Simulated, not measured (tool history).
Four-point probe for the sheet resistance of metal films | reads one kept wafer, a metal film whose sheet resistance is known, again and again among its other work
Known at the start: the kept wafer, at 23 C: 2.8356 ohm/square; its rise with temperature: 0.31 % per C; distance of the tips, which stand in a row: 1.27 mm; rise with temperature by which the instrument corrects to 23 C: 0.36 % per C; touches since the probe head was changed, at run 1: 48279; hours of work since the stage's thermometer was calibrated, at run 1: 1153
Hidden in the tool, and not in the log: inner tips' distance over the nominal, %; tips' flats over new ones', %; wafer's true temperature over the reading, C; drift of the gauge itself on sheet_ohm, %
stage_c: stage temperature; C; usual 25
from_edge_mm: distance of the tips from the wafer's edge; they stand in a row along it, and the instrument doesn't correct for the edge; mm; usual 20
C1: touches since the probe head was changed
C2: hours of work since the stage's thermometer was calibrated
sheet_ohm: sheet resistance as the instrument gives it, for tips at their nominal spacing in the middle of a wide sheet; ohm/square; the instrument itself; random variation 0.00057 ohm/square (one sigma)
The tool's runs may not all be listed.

{"run": 1, "day": 0.0, "stage_c": 25, "from_edge_mm": 20, "C1": 48279, "C2": 1153, "sheet_ohm": 2.819089}
{"run": 2, "day": 0.812, "stage_c": 25, "from_edge_mm": 20, "C1": 49054, "C2": 1163, "sheet_ohm": 2.817061}
{"run": 3, "day": 2.471, "stage_c": 25, "from_edge_mm": 20, "C1": 50642, "C2": 1182, "sheet_ohm": 2.817361}
{"run": 4, "day": 3.717, "stage_c": 25, "from_edge_mm": 20, "C1": 51832, "C2": 1196, "sheet_ohm": 2.817076}
{"run": 5, "day": 5.146, "stage_c": 25, "from_edge_mm": 20, "C1": 53201, "C2": 1213, "sheet_ohm": 2.817649}
{"run": 6, "day": 6.692, "stage_c": 25, "from_edge_mm": 20, "C1": 54679, "C2": 1231, "sheet_ohm": 2.817009}
{"run": 7, "day": 8.412, "stage_c": 25, "from_edge_mm": 20, "C1": 56322, "C2": 1251, "sheet_ohm": 2.816198}
{"run": 8, "day": 9.517, "stage_c": 23, "from_edge_mm": 20, "C1": 57381, "C2": 1263, "sheet_ohm": 2.820219}
{"run": 9, "day": 10.438, "stage_c": 22, "from_edge_mm": 20, "C1": 58260, "C2": 1274, "sheet_ohm": 2.820145}
{"run": 10, "day": 12.062, "stage_c": 22, "from_edge_mm": 20, "C1": 59815, "C2": 1293, "sheet_ohm": 2.819483}
{"run": 11, "day": 13.304, "stage_c": 22, "from_edge_mm": 20, "C1": 61003, "C2": 1307, "sheet_ohm": 2.819128}
{"run": 12, "day": 14.167, "stage_c": 22, "from_edge_mm": 20, "C1": 61825, "C2": 1317, "sheet_ohm": 2.819948}
{"run": 13, "day": 15.808, "stage_c": 22, "from_edge_mm": 20, "C1": 63394, "C2": 1336, "sheet_ohm": 2.818877}
{"run": 14, "day": 17.233, "stage_c": 22, "from_edge_mm": 20, "C1": 64760, "C2": 1353, "sheet_ohm": 2.818856}
{"run": 15, "day": 18.062, "stage_c": 22, "from_edge_mm": 20, "C1": 65549, "C2": 1362, "sheet_ohm": 2.817743}
{"run": 16, "day": 19.875, "stage_c": 22, "from_edge_mm": 20, "C1": 67285, "C2": 1383, "sheet_ohm": 2.818385}
{"run": 17, "day": 21.262, "stage_c": 25, "from_edge_mm": 20, "C1": 68613, "C2": 1399, "sheet_ohm": 2.814584}
{"day": 21.454, "done": "stage's thermometer calibrated"}
{"run": 18, "day": 22.342, "stage_c": 25, "from_edge_mm": 20, "C1": 69625, "C2": 10, "sheet_ohm": 2.811928}
{"run": 19, "day": 23.467, "stage_c": 25, "from_edge_mm": 20, "C1": 70700, "C2": 23, "sheet_ohm": 2.811112}
{"run": 20, "day": 24.592, "stage_c": 25, "from_edge_mm": 20, "C1": 71776, "C2": 36, "sheet_ohm": 2.811015}
{"run": 21, "day": 25.388, "stage_c": 35, "from_edge_mm": 20, "C1": 72535, "C2": 45, "sheet_ohm": 2.799487}
{"day": 26.283, "done": "stage's thermometer calibrated, once more"}
{"run": 22, "day": 26.554, "stage_c": 35, "from_edge_mm": 20, "C1": 73631, "C2": 3, "sheet_ohm": 2.803222}
{"run": 23, "day": 27.821, "stage_c": 20, "from_edge_mm": 29, "C1": 74841, "C2": 18, "sheet_ohm": 2.820344}
{"run": 24, "day": 29.604, "stage_c": 25, "from_edge_mm": 3, "C1": 76546, "C2": 38, "sheet_ohm": 3.055857}
{"run": 25, "day": 31.238, "stage_c": 34, "from_edge_mm": 10, "C1": 78110, "C2": 57, "sheet_ohm": 2.821237}
{"run": 26, "day": 32.767, "stage_c": 34, "from_edge_mm": 10, "C1": 79573, "C2": 75, "sheet_ohm": 2.821641}
{"run": 27, "day": 33.712, "stage_c": 21, "from_edge_mm": 20, "C1": 80476, "C2": 86, "sheet_ohm": 2.820443}
{"run": 28, "day": 34.471, "stage_c": 20, "from_edge_mm": 4, "C1": 81203, "C2": 95, "sheet_ohm": 2.960102}
{"run": 29, "day": 35.238, "stage_c": 20, "from_edge_mm": 4, "C1": 81934, "C2": 103, "sheet_ohm": 2.961568}
{"run": 30, "day": 36.146, "stage_c": 30, "from_edge_mm": 34, "C1": 82802, "C2": 114, "sheet_ohm": 2.802825}
{"run": 31, "day": 37.896, "stage_c": 30, "from_edge_mm": 34, "C1": 84475, "C2": 134, "sheet_ohm": 2.803381}
{"run": 32, "day": 39.233, "stage_c": 31, "from_edge_mm": 30, "C1": 85754, "C2": 150, "sheet_ohm": 2.801911}
{"run": 33, "day": 40.571, "stage_c": 31, "from_edge_mm": 30, "C1": 87035, "C2": 165, "sheet_ohm": 2.80193}
{"run": 34, "day": 41.438, "stage_c": 18, "from_edge_mm": 35, "C1": 87864, "C2": 175, "sheet_ohm": 2.819314}
{"run": 35, "day": 43.142, "stage_c": 30, "from_edge_mm": 3, "C1": 89494, "C2": 195, "sheet_ohm": 3.045416}
{"run": 36, "day": 44.388, "stage_c": 30, "from_edge_mm": 3, "C1": 90684, "C2": 209, "sheet_ohm": 3.045444}
{"run": 37, "day": 46.029, "stage_c": 19, "from_edge_mm": 35, "C1": 92255, "C2": 228, "sheet_ohm": 2.816844}
{"run": 38, "day": 47.554, "stage_c": 23, "from_edge_mm": 74, "C1": 93712, "C2": 246, "sheet_ohm": 2.810082}
{"run": 39, "day": 48.946, "stage_c": 28, "from_edge_mm": 10, "C1": 95042, "C2": 262, "sheet_ohm": 2.826633}
{"run": 40, "day": 50.542, "stage_c": 30, "from_edge_mm": 26, "C1": 96568, "C2": 280, "sheet_ohm": 2.80248}
{"run": 41, "day": 51.725, "stage_c": 30, "from_edge_mm": 26, "C1": 97699, "C2": 294, "sheet_ohm": 2.802814}
{"run": 42, "day": 53.021, "stage_c": 27, "from_edge_mm": 5, "C1": 98940, "C2": 309, "sheet_ohm": 2.896447}
{"run": 43, "day": 54.767, "stage_c": 30, "from_edge_mm": 23, "C1": 100611, "C2": 329, "sheet_ohm": 2.802206}
{"run": 44, "day": 56.408, "stage_c": 30, "from_edge_mm": 23, "C1": 102178, "C2": 348, "sheet_ohm": 2.802876}

Forecast each of these 5 alternatives for the next run:
{"run": "A", "day": 57.983, "stage_c": 28, "from_edge_mm": 19, "C1": 103684, "C2": 366, "sheet_ohm": "?"}
{"run": "B", "day": 57.983, "stage_c": 26, "from_edge_mm": 44, "C1": 103684, "C2": 366, "sheet_ohm": "?"}
{"run": "C", "day": 57.983, "stage_c": 23, "from_edge_mm": 5, "C1": 103684, "C2": 366, "sheet_ohm": "?"}
{"run": "D", "day": 57.983, "stage_c": 19, "from_edge_mm": 74, "C1": 103684, "C2": 366, "sheet_ohm": "?"}
{"run": "E", "day": 57.983, "stage_c": 26, "from_edge_mm": 62, "C1": 103684, "C2": 366, "sheet_ohm": "?"}

run=A sheet_ohm=2.807992
run=B sheet_ohm=2.804582
run=C sheet_ohm=2.900715
run=D sheet_ohm=2.813647
run=E sheet_ohm=2.803971
Without the tool's hidden state the same runs would have given:
run=A sheet_ohm=2.836201
run=B sheet_ohm=2.832762
run=C sheet_ohm=2.929784
run=D sheet_ohm=2.841920
run=E sheet_ohm=2.832146
